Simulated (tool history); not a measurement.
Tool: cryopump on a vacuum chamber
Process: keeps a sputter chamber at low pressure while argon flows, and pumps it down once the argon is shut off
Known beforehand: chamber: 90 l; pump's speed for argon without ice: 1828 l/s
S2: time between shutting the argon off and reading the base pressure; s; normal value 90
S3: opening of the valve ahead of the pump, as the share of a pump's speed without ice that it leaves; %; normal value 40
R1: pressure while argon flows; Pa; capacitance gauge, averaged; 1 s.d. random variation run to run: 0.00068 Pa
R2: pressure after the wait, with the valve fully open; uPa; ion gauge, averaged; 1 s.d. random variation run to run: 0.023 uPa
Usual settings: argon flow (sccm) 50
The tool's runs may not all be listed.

run 1 hour=0 | argon_flow_(sccm)=50 S2=90 S3=40 | R1=0.1221 R2=0.82
run 2 hour=18.7 | argon_flow_(sccm)=50 S2=90 S3=40 | R1=0.1202 R2=0.88
run 3 hour=33.2 | argon_flow_(sccm)=88 S2=90 S3=40 | R1=0.2127 R2=0.8
run 4 hour=56.8 | argon_flow_(sccm)=88 S2=90 S3=40 | R1=0.2137 R2=0.85
run 5 hour=78.9 | argon_flow_(sccm)=88 S2=90 S3=40 | R1=0.2145 R2=0.86
run 6 hour=100.8 | argon_flow_(sccm)=88 S2=90 S3=40 | R1=0.2156 R2=0.84
run 7 hour=124.3 | argon_flow_(sccm)=88 S2=90 S3=40 | R1=0.2196 R2=0.91
run 8 hour=142.1 | argon_flow_(sccm)=23 S2=90 S3=40 | R1=0.0567 R2=0.94
run 9 hour=167 | argon_flow_(sccm)=23 S2=90 S3=40 | R1=0.0567 R2=0.93
run 10 hour=185.5 | argon_flow_(sccm)=23 S2=90 S3=40 | R1=0.0571 R2=0.97
run 11 hour=209.5 | argon_flow_(sccm)=50 S2=90 S3=40 | R1=0.1249 R2=1
run 12 hour=221.3 | argon_flow_(sccm)=50 S2=90 S3=40 | R1=0.1256 R2=1.02
run 13 hour=242 | argon_flow_(sccm)=50 S2=90 S3=31 | R1=0.1597 R2=1.06
run 14 hour=257.9 | argon_flow_(sccm)=50 S2=90 S3=31 | R1=0.1595 R2=1.03
run 15 hour=275.9 | argon_flow_(sccm)=50 S2=90 S3=31 | R1=0.1598 R2=1.04
run 16 hour=292.6 | argon_flow_(sccm)=50 S2=90 S3=31 | R1=0.1614 R2=1.07
run 17 hour=315.4 | argon_flow_(sccm)=50 S2=90 S3=24 | R1=0.2043 R2=1.1
run 18 hour=334.1 | argon_flow_(sccm)=50 S2=90 S3=24 | R1=0.2054 R2=1.1
run 19 hour=358.6 | argon_flow_(sccm)=32 S2=231 S3=34 | R1=0.0945 R2=0.81
run 20 hour=385.5 | argon_flow_(sccm)=73 S2=231 S3=20 | R1=0.3544 R2=0.89
run 21 hour=410.6 | argon_flow_(sccm)=83 S2=231 S3=26 | R1=0.316 R2=0.89
run 22 hour=428.6 | argon_flow_(sccm)=83 S2=161 S3=23 | R1=0.3567 R2=1.03
run 23 hour=441.7 | argon_flow_(sccm)=50 S2=90 S3=29 | R1=0.1726 R2=1.29
run 24 hour=460.2 | argon_flow_(sccm)=41 S2=157 S3=16 | R1=0.2475 R2=1.06
run 25 hour=488.2 | argon_flow_(sccm)=32 S2=90 S3=35 | R1=0.0943 R2=1.33
run 26 hour=499.7 | argon_flow_(sccm)=50 S2=28 S3=19 | R1=0.2595 R2=2.46
run 27 hour=514.7 | argon_flow_(sccm)=31 S2=28 S3=17 | R1=0.1771 R2=2.51
run 28 hour=532.6 | argon_flow_(sccm)=50 S2=90 S3=26 | R1=0.1935 R2=1.36
run 29 hour=553.8 | argon_flow_(sccm)=50 S2=90 S3=26 | R1=0.1936 R2=1.37
run 30 hour=566.4 | argon_flow_(sccm)=26 S2=90 S3=40 | R1=0.0687 R2=1.41
run 31 hour=579.4 | argon_flow_(sccm)=24 S2=255 S3=42 | R1=0.0603 R2=1.09
run 32 hour=600.5 | argon_flow_(sccm)=35 S2=239 S3=40 | R1=0.0942 R2=1.1

Run 33 comes next. What will it give?
run 33 hour=623.9 | argon_flow_(sccm)=35 S2=239 S3=40 | R1=? R2=?

{"run 33": {"R1": 0.0942, "R2": 1.14}}
If the tool had no hidden condition, the same run with the same run-to-run variation would have returned R1 0.0815 Pa, R2 0.36 uPa.

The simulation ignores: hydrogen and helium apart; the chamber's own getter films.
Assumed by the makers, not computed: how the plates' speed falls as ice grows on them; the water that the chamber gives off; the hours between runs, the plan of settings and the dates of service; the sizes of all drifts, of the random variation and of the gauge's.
